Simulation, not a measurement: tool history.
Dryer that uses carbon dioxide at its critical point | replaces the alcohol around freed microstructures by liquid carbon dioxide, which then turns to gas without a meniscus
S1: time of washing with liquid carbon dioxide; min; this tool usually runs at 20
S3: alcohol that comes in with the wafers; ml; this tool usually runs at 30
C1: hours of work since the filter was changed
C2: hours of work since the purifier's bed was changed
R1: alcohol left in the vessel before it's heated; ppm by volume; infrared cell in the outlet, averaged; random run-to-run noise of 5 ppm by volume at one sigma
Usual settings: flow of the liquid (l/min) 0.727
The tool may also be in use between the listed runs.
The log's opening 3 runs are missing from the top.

Run 4, hour 58.6: usual settings but S3 43 ml; C1 150; C2 115. Result: R1 115 ppm by volume.
Run 5, hour 72.7: usual settings but S3 43 ml; C1 156; C2 121. Result: R1 112 ppm by volume.
Run 6, hour 84.7: usual settings but S1 26 min, S3 43 ml; C1 161; C2 126. Result: R1 50 ppm by volume.
Run 7, hour 112.5: usual settings but S1 26 min, S3 43 ml; C1 172; C2 138. Result: R1 53 ppm by volume.
Run 8, hour 129.6: usual settings but S1 26 min, S3 43 ml; C1 179; C2 145. Result: R1 60 ppm by volume.
At hour 153.9: inlet filter changed.
Run 9, hour 155.6: usual settings but S1 26 min, S3 43 ml; C1 1; C2 156. Result: R1 40 ppm by volume.
Run 10, hour 174.1: usual settings but S1 26 min, S3 43 ml; C1 8; C2 163. Result: R1 44 ppm by volume.
Run 11, hour 193: usual settings but S1 16 min, S3 43 ml; C1 16; C2 171. Result: R1 153 ppm by volume.
Run 12, hour 210.7: usual settings but S1 16 min, S3 92 ml; C1 24; C2 179. Result: R1 330 ppm by volume.
Run 13, hour 225.5: usual settings but S1 16 min, S3 92 ml; C1 30; C2 185. Result: R1 328 ppm by volume.
Run 14, hour 249.6: usual settings but S1 16 min, S3 92 ml; C1 40; C2 195. Result: R1 360 ppm by volume.
Run 15, hour 270.3: usual settings but S1 16 min, S3 92 ml; C1 49; C2 204. Result: R1 364 ppm by volume.
Run 16, hour 287.1: usual settings but S3 88 ml; C1 56; C2 211. Result: R1 150 ppm by volume.
Run 17, hour 311.1: usual settings but S3 88 ml; C1 66; C2 221. Result: R1 142 ppm by volume.
Run 18, hour 338.3: usual settings; C1 77; C2 232. Result: R1 90 ppm by volume.
Run 19, hour 365.3: usual settings but flow of the liquid (l/min) 0.445; C1 89; C2 243. Result: R1 457 ppm by volume.
Run 20, hour 377.7: usual settings but S3 38 ml; C1 94; C2 249. Result: R1 102 ppm by volume.
Run 21, hour 394.5: usual settings; C1 101; C2 256. Result: R1 98 ppm by volume.
Run 22, hour 407.4: usual settings; C1 106; C2 261. Result: R1 94 ppm by volume.
Run 23, hour 423.8: usual settings; C1 113; C2 268. Result: R1 96 ppm by volume.
Run 24, hour 449.7: usual settings but S1 26 min; C1 124; C2 279. Result: R1 59 ppm by volume.
Run 25, hour 473.6: usual settings but S1 12 min, S3 25 ml; C1 134; C2 289. Result: R1 485 ppm by volume.
Run 26, hour 490.5: usual settings but S1 28 min, flow of the liquid (l/min) 0.518, S3 118 ml; C1 141; C2 296. Result: R1 287 ppm by volume.
Run 27, hour 505.5: usual settings but S1 32 min, flow of the liquid (l/min) 0.841, S3 21 ml; C1 147; C2 302. Result: R1 48 ppm by volume.

Run 28 comes next. What will it give?
Run 28, hour 520.1: usual settings but S1 32 min, flow of the liquid (l/min) 0.841, S3 21 ml; C1 154; C2 308. Result: R1 ?.

For run 28 the tool returned R1 62 ppm by volume.
Minus the tool's unlogged condition, the same run would have read R1 5 ppm by volume.

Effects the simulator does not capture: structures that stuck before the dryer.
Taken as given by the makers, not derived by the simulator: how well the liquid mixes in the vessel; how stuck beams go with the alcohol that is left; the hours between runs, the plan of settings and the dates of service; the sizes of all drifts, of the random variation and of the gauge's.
